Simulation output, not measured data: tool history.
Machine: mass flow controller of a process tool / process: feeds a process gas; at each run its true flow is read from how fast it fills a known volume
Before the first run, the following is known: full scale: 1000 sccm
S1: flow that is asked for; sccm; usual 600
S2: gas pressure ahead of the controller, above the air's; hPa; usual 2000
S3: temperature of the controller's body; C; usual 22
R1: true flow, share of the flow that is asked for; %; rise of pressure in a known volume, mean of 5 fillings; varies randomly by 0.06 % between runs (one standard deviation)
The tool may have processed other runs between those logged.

run	day	S1	S2	S3	R1
1	0	600	2000	22	100.78
2	5.738	600	2000	22	100.69
3	18.496	600	2000	22	100.8
4	31.667	600	2000	22	100.74
5	37.983	600	2000	22	100.63
6	44.529	600	2000	38	98.88
7	58.238	600	2000	38	98.81
8	69.771	600	2000	22	100.63
9	79.354	600	2000	22	100.57
10	86.154	107	2000	22	94.28
# day 88.762: controller exchanged for a calibrated one
11	92.604	107	2000	22	98.61
12	99.65	600	2000	22	99.84
13	108.088	600	2000	32	98.67
14	114.242	600	2000	32	98.7
15	120.104	600	2000	22	99.78
16	130.521	600	2000	22	99.92
17	140.338	600	2750	22	100.02
18	149.258	600	2560	22	100.08
19	161.258	600	2560	22	99.99
20	171.142	600	2560	26	99.5
21	177.633	600	2560	26	99.47
22	190.821	514	2000	22	99.52
23	203.496	514	2000	22	99.46
24	213.254	514	1710	22	99.32
25	218.904	514	1710	22	99.47
26	224.454	274	1800	22	98.48
27	237.896	237	2000	22	98.08
28	250.562	325	1490	22	98.61
29	260.496	297	2000	21	98.58
30	267.521	600	1570	22	99.65
31	276.367	600	1570	22	99.73
32	282.062	600	1570	22	99.75
33	289.175	600	1570	22	99.81
34	296.075	186	1570	22	96.76
35	304.967	310	1570	28	97.54
36	312.75	310	1570	28	97.55
37	319.312	310	1570	24	97.98
38	332.367	310	1570	24	97.85
39	340.317	192	2000	24	96.47
40	345.954	192	2000	24	96.3
41	356.608	345	2480	28	97.88
42	370.221	612	1880	28	99.02
43	383.65	600	1800	22	99.7
# day 394.483: controller's zero set anew
44	395.179	600	1560	39	99.04
45	404.883	817	2000	33	100.16
46	411.304	250	2000	22	100.32
47	417.454	154	2340	21	100.19
48	423.017	154	2340	21	99.94

3 options for the next run, each taken on its own from the tool as it stands now. Forecast them:
A	429.254	600	2620	22	?
B	429.254	258	1550	25	?
C	429.254	513	1460	27	?

run	R1
A	101.23
B	99.82
C	100.14
What these runs would have given with no unlogged condition in the tool:
run	R1
A	99.83
B	98.69
C	98.77
